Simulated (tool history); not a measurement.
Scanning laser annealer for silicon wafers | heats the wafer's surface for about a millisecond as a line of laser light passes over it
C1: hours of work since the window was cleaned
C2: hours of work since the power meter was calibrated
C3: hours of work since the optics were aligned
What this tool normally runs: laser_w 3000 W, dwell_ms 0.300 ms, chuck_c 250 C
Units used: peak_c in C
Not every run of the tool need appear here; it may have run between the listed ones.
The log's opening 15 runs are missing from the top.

{"run": 16, "hour": 249.9, "laser_w": 3000, "dwell_ms": 0.279, "chuck_c": 250, "C1": 449, "C2": 626, "C3": 943, "peak_c": 1001}
{"hour": 257.5, "done": "window over the wafer cleaned"}
{"run": 17, "hour": 276.1, "laser_w": 3000, "dwell_ms": 0.279, "chuck_c": 250, "C1": 12, "C2": 642, "C3": 959, "peak_c": 1019}
{"run": 18, "hour": 287.6, "laser_w": 3000, "dwell_ms": 0.279, "chuck_c": 250, "C1": 19, "C2": 650, "C3": 966, "peak_c": 1015}
{"run": 19, "hour": 309.1, "laser_w": 3000, "dwell_ms": 0.279, "chuck_c": 250, "C1": 33, "C2": 663, "C3": 980, "peak_c": 1020}
{"run": 20, "hour": 320.2, "laser_w": 3000, "dwell_ms": 0.279, "chuck_c": 250, "C1": 41, "C2": 671, "C3": 987, "peak_c": 1017}
{"run": 21, "hour": 336.7, "laser_w": 3000, "dwell_ms": 0.279, "chuck_c": 250, "C1": 51, "C2": 681, "C3": 998, "peak_c": 1018}
{"run": 22, "hour": 348.5, "laser_w": 3000, "dwell_ms": 0.279, "chuck_c": 250, "C1": 59, "C2": 689, "C3": 1006, "peak_c": 1016}
{"run": 23, "hour": 373.1, "laser_w": 3202, "dwell_ms": 0.264, "chuck_c": 217, "C1": 75, "C2": 705, "C3": 1022, "peak_c": 1014}
{"run": 24, "hour": 384.0, "laser_w": 2981, "dwell_ms": 0.225, "chuck_c": 287, "C1": 82, "C2": 712, "C3": 1029, "peak_c": 959}
{"run": 25, "hour": 398.9, "laser_w": 2669, "dwell_ms": 0.225, "chuck_c": 234, "C1": 92, "C2": 722, "C3": 1038, "peak_c": 829}

For run 26, what comes out?
{"run": 26, "hour": 414.1, "laser_w": 2669, "dwell_ms": 0.225, "chuck_c": 234, "C1": 101, "C2": 731, "C3": 1048, "peak_c": "?"}

For run 26 the tool returned peak_c 829 C.
Without the tool's hidden state the same run would have given peak_c 844 C.
